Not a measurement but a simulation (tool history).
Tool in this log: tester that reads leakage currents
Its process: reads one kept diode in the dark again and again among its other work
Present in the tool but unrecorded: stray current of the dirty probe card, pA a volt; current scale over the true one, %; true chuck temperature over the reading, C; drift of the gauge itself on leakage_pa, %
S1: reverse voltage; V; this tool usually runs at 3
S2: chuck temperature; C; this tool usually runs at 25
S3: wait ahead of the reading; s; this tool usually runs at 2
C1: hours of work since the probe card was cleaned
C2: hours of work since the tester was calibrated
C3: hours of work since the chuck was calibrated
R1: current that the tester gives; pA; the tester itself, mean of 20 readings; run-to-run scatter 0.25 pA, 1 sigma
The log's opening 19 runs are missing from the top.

{"run": 20, "hour": 454.1, "S1": 3, "S2": 25, "S3": 1.2, "C1": 750, "C2": 69, "C3": 877, "R1": 75.34}
{"run": 21, "hour": 471.2, "S1": 3, "S2": 25, "S3": 0.6, "C1": 760, "C2": 79, "C3": 888, "R1": 75.11}
{"hour": 475.3, "done": "chuck's temperature calibrated"}
{"run": 22, "hour": 489.5, "S1": 3, "S2": 25, "S3": 0.6, "C1": 770, "C2": 89, "C3": 8, "R1": 82.65}
{"run": 23, "hour": 509.3, "S1": 3, "S2": 25, "S3": 0.6, "C1": 782, "C2": 101, "C3": 20, "R1": 82.37}
{"run": 24, "hour": 531.3, "S1": 3, "S2": 25, "S3": 0.6, "C1": 795, "C2": 114, "C3": 33, "R1": 82.46}
{"run": 25, "hour": 546.1, "S1": 3, "S2": 25, "S3": 0.6, "C1": 803, "C2": 122, "C3": 42, "R1": 82.37}
{"run": 26, "hour": 571.4, "S1": 1.62, "S2": 25, "S3": 2, "C1": 818, "C2": 137, "C3": 57, "R1": 66.84}
{"run": 27, "hour": 587.7, "S1": 1.62, "S2": 36, "S3": 2, "C1": 828, "C2": 147, "C3": 66, "R1": 187.62}
{"run": 28, "hour": 610.5, "S1": 1.62, "S2": 36, "S3": 2, "C1": 841, "C2": 160, "C3": 80, "R1": 186.56}
{"run": 29, "hour": 641.2, "S1": 4.38, "S2": 36, "S3": 0.72, "C1": 860, "C2": 178, "C3": 98, "R1": 257.84}
{"run": 30, "hour": 667.1, "S1": 10.49, "S2": 46, "S3": 4.13, "C1": 875, "C2": 194, "C3": 113, "R1": 821.58}
{"run": 31, "hour": 693.8, "S1": 6, "S2": 51, "S3": 1.12, "C1": 891, "C2": 209, "C3": 129, "R1": 1038.37}
{"run": 32, "hour": 707.5, "S1": 1.12, "S2": 25, "S3": 0.67, "C1": 899, "C2": 218, "C3": 137, "R1": 58.78}
{"run": 33, "hour": 723.4, "S1": 1.12, "S2": 25, "S3": 0.67, "C1": 908, "C2": 227, "C3": 146, "R1": 58.79}
{"run": 34, "hour": 744.0, "S1": 3, "S2": 45, "S3": 2, "C1": 920, "C2": 239, "C3": 159, "R1": 497.28}
{"run": 35, "hour": 768.8, "S1": 3, "S2": 45, "S3": 2, "C1": 935, "C2": 254, "C3": 173, "R1": 501.93}
{"run": 36, "hour": 795.0, "S1": 1.22, "S2": 25, "S3": 0.3, "C1": 950, "C2": 269, "C3": 189, "R1": 60.12}
{"run": 37, "hour": 823.3, "S1": 2.35, "S2": 36, "S3": 0.3, "C1": 967, "C2": 286, "C3": 205, "R1": 207.4}
{"run": 38, "hour": 854.1, "S1": 7.25, "S2": 23, "S3": 0.3, "C1": 985, "C2": 304, "C3": 224, "R1": 90.68}
{"run": 39, "hour": 868.1, "S1": 1.75, "S2": 38, "S3": 2.4, "C1": 994, "C2": 312, "C3": 232, "R1": 225.99}
{"run": 40, "hour": 894.8, "S1": 1.75, "S2": 23, "S3": 9.06, "C1": 1009, "C2": 328, "C3": 248, "R1": 55.36}

Consider 3 possible next runs. They are alternatives, not a sequence: every one starts from the tool as it was left by run 40. What does each give?
{"run": "A", "hour": 918.4, "S1": 1.33, "S2": 23, "S3": 0.38, "C1": 1023, "C2": 342, "C3": 262, "R1": "?"}
{"run": "B", "hour": 918.4, "S1": 6.71, "S2": 23, "S3": 1.79, "C1": 1023, "C2": 342, "C3": 262, "R1": "?"}
{"run": "C", "hour": 918.4, "S1": 3, "S2": 36, "S3": 6.06, "C1": 1023, "C2": 342, "C3": 262, "R1": "?"}

run=A R1=50.84
run=B R1=86.45
run=C R1=224.15
Stripped of hidden state, with their random variation kept, the same runs would have yielded:
run=A R1=52.31
run=B R1=87.77
run=C R1=230.79
